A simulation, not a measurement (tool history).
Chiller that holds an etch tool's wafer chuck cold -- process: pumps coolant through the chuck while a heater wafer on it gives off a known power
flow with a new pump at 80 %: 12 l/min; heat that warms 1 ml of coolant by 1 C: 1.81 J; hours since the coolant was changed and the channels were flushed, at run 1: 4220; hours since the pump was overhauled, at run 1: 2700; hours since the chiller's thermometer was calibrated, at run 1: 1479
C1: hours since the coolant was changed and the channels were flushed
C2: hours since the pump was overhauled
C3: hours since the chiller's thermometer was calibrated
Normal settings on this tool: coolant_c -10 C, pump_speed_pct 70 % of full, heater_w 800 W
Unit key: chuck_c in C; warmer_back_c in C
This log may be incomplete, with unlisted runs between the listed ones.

Run 1, hour 0.0: usual settings; C1 4220; C2 2700; C3 1479. Result: chuck_c -3.8 C, warmer_back_c 2.61 C.
Run 2, hour 49.9: usual settings but pump_speed_pct 94 % of full; C1 4270; C2 2750; C3 1529. Result: chuck_c -5.0 C, warmer_back_c 1.86 C.
Run 3, hour 92.8: usual settings but pump_speed_pct 94 % of full; C1 4313; C2 2792; C3 1571. Result: chuck_c -5.1 C, warmer_back_c 1.83 C.
Run 4, hour 171.1: usual settings but pump_speed_pct 94 % of full; C1 4391; C2 2871; C3 1650. Result: chuck_c -5.1 C, warmer_back_c 1.85 C.
Run 5, hour 230.4: usual settings but pump_speed_pct 94 % of full; C1 4451; C2 2930; C3 1709. Result: chuck_c -5.2 C, warmer_back_c 1.86 C.
Run 6, hour 265.9: usual settings but pump_speed_pct 94 % of full; C1 4486; C2 2966; C3 1744. Result: chuck_c -5.2 C, warmer_back_c 1.85 C.
Run 7, hour 336.7: usual settings; C1 4557; C2 3036; C3 1815. Result: chuck_c -3.6 C, warmer_back_c 2.58 C.
Run 8, hour 409.7: usual settings but heater_w 479 W; C1 4630; C2 3109; C3 1888. Result: chuck_c -6.2 C, warmer_back_c 1.52 C.
Run 9, hour 467.7: usual settings but heater_w 479 W; C1 4688; C2 3167; C3 1946. Result: chuck_c -6.3 C, warmer_back_c 1.54 C.
Run 10, hour 501.2: usual settings but heater_w 479 W; C1 4722; C2 3201; C3 1980. Result: chuck_c -6.2 C, warmer_back_c 1.56 C.
Run 11, hour 554.8: usual settings but heater_w 479 W; C1 4775; C2 3254; C3 2033. Result: chuck_c -6.2 C, warmer_back_c 1.54 C.
Run 12, hour 590.8: usual settings but coolant_c -17 C, pump_speed_pct 62 % of full, heater_w 734 W; C1 4811; C2 3290; C3 2069. Result: chuck_c -10.5 C, warmer_back_c 2.69 C.
Run 13, hour 634.2: usual settings but coolant_c -17 C, pump_speed_pct 62 % of full, heater_w 502 W; C1 4855; C2 3334; C3 2113. Result: chuck_c -12.5 C, warmer_back_c 1.87 C.
Run 14, hour 690.4: usual settings but coolant_c -17 C, pump_speed_pct 62 % of full, heater_w 502 W; C1 4911; C2 3390; C3 2169. Result: chuck_c -12.6 C, warmer_back_c 1.89 C.
Run 15, hour 725.5: usual settings but coolant_c -17 C, pump_speed_pct 62 % of full, heater_w 502 W; C1 4946; C2 3425; C3 2204. Result: chuck_c -12.4 C, warmer_back_c 1.85 C.

Alternative continuations, all from the tool just after run 15; predict every row:
Run A, hour 805.8: usual settings but coolant_c -17 C, pump_speed_pct 62 % of full, heater_w 515 W; C1 5026; C2 3505; C3 2284. Result: chuck_c ?, warmer_back_c ?.
Run B, hour 805.8: usual settings but coolant_c -15 C, pump_speed_pct 95 % of full, heater_w 636 W; C1 5026; C2 3505; C3 2284. Result: chuck_c ?, warmer_back_c ?.
Run C, hour 805.8: usual settings but coolant_c -17 C, pump_speed_pct 80 % of full, heater_w 447 W; C1 5026; C2 3505; C3 2284. Result: chuck_c ?, warmer_back_c ?.
Run D, hour 805.8: usual settings but coolant_c -8 C; C1 5026; C2 3505; C3 2284. Result: chuck_c ?, warmer_back_c ?.

run  chuck_c  warmer_back_c
  A    -12.5           1.92
  B    -11.3           1.43
  C    -14.0           1.25
  D     -1.8           2.58
With no hidden state in the tool, these same runs would have given:
run  chuck_c  warmer_back_c
  A    -12.5           1.92
  B    -11.3           1.43
  C    -14.0           1.25
  D     -1.8           2.58
